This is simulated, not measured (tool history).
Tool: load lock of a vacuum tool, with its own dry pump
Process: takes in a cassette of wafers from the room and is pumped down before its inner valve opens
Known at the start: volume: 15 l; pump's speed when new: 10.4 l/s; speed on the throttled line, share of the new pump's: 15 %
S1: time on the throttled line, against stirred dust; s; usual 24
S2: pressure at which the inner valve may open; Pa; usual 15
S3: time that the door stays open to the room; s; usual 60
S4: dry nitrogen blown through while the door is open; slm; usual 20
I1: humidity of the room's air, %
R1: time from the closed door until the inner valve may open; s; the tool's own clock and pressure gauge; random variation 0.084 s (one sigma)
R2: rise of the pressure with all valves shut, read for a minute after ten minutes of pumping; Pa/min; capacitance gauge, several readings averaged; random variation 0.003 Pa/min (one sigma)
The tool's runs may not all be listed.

run	day	S1	S2	S3	S4	I1	R1	R2
1	0.000	24	15	60	20	44.7	33.43	0.029
2	8.017	21	15	60	20	44.9	30.69	0.024
3	15.600	21	15	60	20	45.0	30.69	0.025
4	21.312	24	15	72	20	43.3	33.26	0.033
5	30.608	24	15	72	20	41.4	33.33	0.031
6	38.992	26	15	60	20	43.2	35.04	0.031
7	48.542	26	15	60	20	44.8	34.99	0.031
8	56.488	26	15	60	20	42.1	34.95	0.021
9	64.846	26	15	60	20	48.0	35.09	0.029
10	70.283	24	15	60	20	43.2	33.14	0.029
11	79.612	14	14	60	20	43.4	24.74	0.029
12	84.375	17	23	28	23	46.1	26.62	0.022
13	88.762	27	13	60	14	47.4	36.04	0.039
14	95.638	21	12	42	20	43.6	30.98	0.027
15	99.471	27	13	148	24	43.2	36.01	0.041
16	104.133	24	15	80	36	45.7	33.43	0.021
17	109.396	24	16	40	12	43.3	33.00	0.040
18	113.433	24	16	42	12	48.7	33.11	0.038
19	120.246	15	15	51	20	47.4	25.50	0.029
20	127.971	13	15	51	20	44.8	23.91	0.029

Not shown: 1 entry that the log had between the listed runs. Between which runs, and how does the tool's hidden state differ before and after?
Between runs 6 and 7: door's seal changed, seat wiped (day 47.708)
  pump's speed, % of a new pump's: 100 -> 99.9; leak at the door's seal, Pa l/s: 0.0023 -> 0.002
